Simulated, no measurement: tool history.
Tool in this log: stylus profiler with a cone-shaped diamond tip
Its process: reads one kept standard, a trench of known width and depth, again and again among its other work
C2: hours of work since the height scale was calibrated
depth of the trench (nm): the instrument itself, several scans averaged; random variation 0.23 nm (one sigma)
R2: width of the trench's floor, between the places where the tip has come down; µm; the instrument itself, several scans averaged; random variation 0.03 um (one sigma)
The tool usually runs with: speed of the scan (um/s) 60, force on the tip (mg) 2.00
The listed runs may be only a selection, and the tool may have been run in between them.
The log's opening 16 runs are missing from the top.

run 17 hour=437.5 | speed_of_the_scan_(um/s)=105 force_on_the_tip_(mg)=3.24 | scans_with_this_tip=1313 C2=297 | depth_of_the_trench_(nm)=1011.59 R2=43.22
run 18 hour=457.4 | speed_of_the_scan_(um/s)=44 force_on_the_tip_(mg)=1.69 | scans_with_this_tip=1353 C2=306 | depth_of_the_trench_(nm)=1007.05 R2=43.47
run 19 hour=495.7 | speed_of_the_scan_(um/s)=60 force_on_the_tip_(mg)=2.83 | scans_with_this_tip=1429 C2=323 | depth_of_the_trench_(nm)=1010.55 R2=43.40
run 20 hour=530.1 | speed_of_the_scan_(um/s)=34 force_on_the_tip_(mg)=1.89 | scans_with_this_tip=1497 C2=338 | depth_of_the_trench_(nm)=1008.28 R2=43.49
run 21 hour=567.6 | speed_of_the_scan_(um/s)=232 force_on_the_tip_(mg)=1.27 | scans_with_this_tip=1572 C2=355 | depth_of_the_trench_(nm)=1005.86 R2=41.76
run 22 hour=595.1 | speed_of_the_scan_(um/s)=232 force_on_the_tip_(mg)=1.27 | scans_with_this_tip=1626 C2=368 | depth_of_the_trench_(nm)=1005.53 R2=41.77
run 23 hour=625.7 | speed_of_the_scan_(um/s)=120 force_on_the_tip_(mg)=5.44 | scans_with_this_tip=1687 C2=381 | depth_of_the_trench_(nm)=1016.42 R2=43.24
run 24 hour=651.0 | speed_of_the_scan_(um/s)=24 force_on_the_tip_(mg)=2.00 | scans_with_this_tip=1737 C2=393 | depth_of_the_trench_(nm)=1007.54 R2=43.62
run 25 hour=683.7 | speed_of_the_scan_(um/s)=44 force_on_the_tip_(mg)=2.96 | scans_with_this_tip=1802 C2=407 | depth_of_the_trench_(nm)=1010.63 R2=43.53
run 26 hour=704.8 | speed_of_the_scan_(um/s)=44 force_on_the_tip_(mg)=2.96 | scans_with_this_tip=1844 C2=417 | depth_of_the_trench_(nm)=1010.51 R2=43.50
run 27 hour=734.4 | speed_of_the_scan_(um/s)=93 force_on_the_tip_(mg)=1.00 | scans_with_this_tip=1903 C2=430 | depth_of_the_trench_(nm)=1004.70 R2=42.79
run 28 hour=771.4 | speed_of_the_scan_(um/s)=18 force_on_the_tip_(mg)=0.90 | scans_with_this_tip=1976 C2=447 | depth_of_the_trench_(nm)=1004.12 R2=43.51
run 29 hour=790.0 | speed_of_the_scan_(um/s)=18 force_on_the_tip_(mg)=0.90 | scans_with_this_tip=2014 C2=455 | depth_of_the_trench_(nm)=1004.44 R2=43.57
run 30 hour=818.8 | speed_of_the_scan_(um/s)=61 force_on_the_tip_(mg)=2.58 | scans_with_this_tip=2071 C2=468 | depth_of_the_trench_(nm)=1009.22 R2=43.28

What if the next run were any one of these 4? Each begins from the tool's condition after run 30:
run A hour=852.5 | speed_of_the_scan_(um/s)=45 force_on_the_tip_(mg)=2.66 | scans_with_this_tip=2138 C2=483 | depth_of_the_trench_(nm)=? R2=?
run B hour=852.5 | speed_of_the_scan_(um/s)=62 force_on_the_tip_(mg)=4.82 | scans_with_this_tip=2138 C2=483 | depth_of_the_trench_(nm)=? R2=?
run C hour=852.5 | speed_of_the_scan_(um/s)=60 force_on_the_tip_(mg)=0.79 | scans_with_this_tip=2138 C2=483 | depth_of_the_trench_(nm)=? R2=?
run D hour=852.5 | speed_of_the_scan_(um/s)=45 force_on_the_tip_(mg)=1.12 | scans_with_this_tip=2138 C2=483 | depth_of_the_trench_(nm)=? R2=?

run=A depth_of_the_trench_(nm)=1009.94 R2=43.42
run=B depth_of_the_trench_(nm)=1014.90 R2=43.42
run=C depth_of_the_trench_(nm)=1003.62 R2=43.03
run=D depth_of_the_trench_(nm)=1005.12 R2=43.30
Had the tool no hidden state, the same runs would have come out as:
run=A depth_of_the_trench_(nm)=1011.13 R2=43.73
run=B depth_of_the_trench_(nm)=1016.10 R2=43.74
run=C depth_of_the_trench_(nm)=1004.81 R2=43.34
run=D depth_of_the_trench_(nm)=1006.31 R2=43.62
